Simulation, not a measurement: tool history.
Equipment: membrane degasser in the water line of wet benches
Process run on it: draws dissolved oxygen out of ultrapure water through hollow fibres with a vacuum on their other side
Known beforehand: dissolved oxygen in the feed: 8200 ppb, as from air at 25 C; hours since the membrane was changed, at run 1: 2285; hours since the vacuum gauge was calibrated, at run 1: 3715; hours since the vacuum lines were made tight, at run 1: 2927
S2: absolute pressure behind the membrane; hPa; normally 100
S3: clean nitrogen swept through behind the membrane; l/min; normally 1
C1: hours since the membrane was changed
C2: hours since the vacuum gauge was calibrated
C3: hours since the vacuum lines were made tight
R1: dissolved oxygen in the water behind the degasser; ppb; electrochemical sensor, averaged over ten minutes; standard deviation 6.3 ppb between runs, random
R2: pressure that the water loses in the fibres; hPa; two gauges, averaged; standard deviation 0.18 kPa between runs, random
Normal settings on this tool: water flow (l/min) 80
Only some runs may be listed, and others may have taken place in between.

Run 1, day 0.000: usual settings; C1 2285; C2 3715; C3 2927. Result: R1 1003.2 ppb, R2 336.8 hPa.
Run 2, day 2.600: usual settings; C1 2347; C2 3777; C3 2989. Result: R1 1005.0 ppb, R2 342.3 hPa.
Run 3, day 5.200: usual settings but S2 80 hPa; C1 2410; C2 3840; C3 3052. Result: R1 786.8 ppb, R2 341.6 hPa.
Run 4, day 8.354: usual settings; C1 2485; C2 3915; C3 3127. Result: R1 1015.2 ppb, R2 339.3 hPa.
At day 8.571: vacuum gauge calibrated.
Run 5, day 10.117: usual settings; C1 2527; C2 37; C3 3169. Result: R1 1026.2 ppb, R2 341.9 hPa.
Run 6, day 11.779: usual settings; C1 2567; C2 77; C3 3209. Result: R1 1027.4 ppb, R2 340.1 hPa.

What will run 7 give?
Run 7, day 14.208: usual settings but water flow (l/min) 91; C1 2625; C2 135; C3 3267. Result: R1 ?, R2 ?.

R1: 1138.6 ppb
R2: 389.5 hPa
The same run, on a tool lacking any hidden state, would have yielded R1 1082.8 ppb, R2 379.8 hPa.
